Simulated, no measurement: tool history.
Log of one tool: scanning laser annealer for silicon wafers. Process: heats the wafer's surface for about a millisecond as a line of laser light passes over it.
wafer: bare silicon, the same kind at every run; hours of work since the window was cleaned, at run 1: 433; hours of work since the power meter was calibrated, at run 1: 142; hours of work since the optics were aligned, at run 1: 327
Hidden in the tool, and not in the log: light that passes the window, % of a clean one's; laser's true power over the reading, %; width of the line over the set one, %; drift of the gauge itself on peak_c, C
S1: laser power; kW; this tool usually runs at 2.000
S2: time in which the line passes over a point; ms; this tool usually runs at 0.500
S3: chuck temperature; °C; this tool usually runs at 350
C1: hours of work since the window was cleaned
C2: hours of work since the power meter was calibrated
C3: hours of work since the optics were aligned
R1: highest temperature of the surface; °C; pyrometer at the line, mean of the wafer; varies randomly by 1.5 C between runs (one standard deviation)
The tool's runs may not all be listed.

run 1 hour=0.0 | S1=2.000 S2=0.500 S3=350 | C1=433 C2=142 C3=327 | R1=1068
run 2 hour=6.9 | S1=2.000 S2=0.500 S3=350 | C1=436 C2=145 C3=331 | R1=1069
run 3 hour=15.3 | S1=2.000 S2=0.500 S3=350 | C1=440 C2=149 C3=335 | R1=1067
run 4 hour=20.5 | S1=2.000 S2=0.500 S3=350 | C1=443 C2=152 C3=337 | R1=1069
run 5 hour=30.1 | S1=2.000 S2=0.500 S3=350 | C1=447 C2=156 C3=342 | R1=1064
run 6 hour=38.0 | S1=2.000 S2=0.500 S3=350 | C1=451 C2=160 C3=345 | R1=1063
run 7 hour=48.3 | S1=2.000 S2=0.500 S3=350 | C1=456 C2=165 C3=350 | R1=1067
run 8 hour=58.2 | S1=2.000 S2=0.500 S3=350 | C1=460 C2=170 C3=355 | R1=1065
run 9 hour=66.0 | S1=2.000 S2=0.500 S3=350 | C1=464 C2=173 C3=359 | R1=1065
run 10 hour=70.6 | S1=1.887 S2=0.500 S3=350 | C1=466 C2=175 C3=361 | R1=1018
run 11 hour=78.1 | S1=2.124 S2=0.500 S3=350 | C1=470 C2=179 C3=365 | R1=1115
run 12 hour=84.1 | S1=2.124 S2=0.500 S3=350 | C1=473 C2=182 C3=367 | R1=1117
run 13 hour=89.0 | S1=2.000 S2=0.500 S3=368 | C1=475 C2=184 C3=370 | R1=1085
run 14 hour=94.9 | S1=2.000 S2=0.500 S3=368 | C1=478 C2=187 C3=372 | R1=1084
run 15 hour=102.8 | S1=2.000 S2=0.500 S3=350 | C1=482 C2=191 C3=376 | R1=1068
run 16 hour=113.0 | S1=2.008 S2=0.560 S3=350 | C1=486 C2=196 C3=381 | R1=1116
-- hour=115.8 window over the wafer cleaned
run 17 hour=124.3 | S1=2.008 S2=0.560 S3=350 | C1=4 C2=200 C3=385 | R1=1102
run 18 hour=134.4 | S1=2.000 S2=0.388 S3=383 | C1=9 C2=205 C3=390 | R1=999
run 19 hour=141.0 | S1=2.000 S2=0.465 S3=350 | C1=12 C2=208 C3=393 | R1=1026
run 20 hour=150.7 | S1=2.162 S2=0.583 S3=343 | C1=17 C2=213 C3=398 | R1=1180
run 21 hour=159.3 | S1=2.162 S2=0.583 S3=343 | C1=21 C2=217 C3=402 | R1=1179
-- hour=161.8 window over the wafer cleaned, once more
run 22 hour=166.4 | S1=1.914 S2=0.500 S3=376 | C1=2 C2=219 C3=404 | R1=1067
run 23 hour=170.8 | S1=1.939 S2=0.500 S3=343 | C1=4 C2=221 C3=407 | R1=1046
run 24 hour=175.2 | S1=1.939 S2=0.500 S3=376 | C1=6 C2=223 C3=409 | R1=1075
run 25 hour=183.3 | S1=1.939 S2=0.500 S3=376 | C1=10 C2=227 C3=413 | R1=1077
run 26 hour=190.3 | S1=1.791 S2=0.591 S3=376 | C1=14 C2=230 C3=416 | R1=1075
run 27 hour=195.2 | S1=2.168 S2=0.439 S3=343 | C1=16 C2=233 C3=418 | R1=1084
run 28 hour=203.5 | S1=1.785 S2=0.443 S3=384 | C1=20 C2=237 C3=422 | R1=979
run 29 hour=212.0 | S1=1.999 S2=0.481 S3=389 | C1=24 C2=241 C3=426 | R1=1102

Results for each run, recomputed without the tool's hidden state and with each run's random variation untouched:
run=1 R1=1086
run=2 R1=1087
run=3 R1=1085
run=4 R1=1087
run=5 R1=1082
run=6 R1=1081
run=7 R1=1086
run=8 R1=1084
run=9 R1=1084
run=10 R1=1036
run=11 R1=1136
run=12 R1=1137
run=13 R1=1104
run=14 R1=1103
run=15 R1=1087
run=16 R1=1137
run=17 R1=1133
run=18 R1=1025
run=19 R1=1055
run=20 R1=1216
run=21 R1=1215
run=22 R1=1073
run=23 R1=1053
run=24 R1=1082
run=25 R1=1084
run=26 R1=1082
run=27 R1=1091
run=28 R1=984
run=29 R1=1109
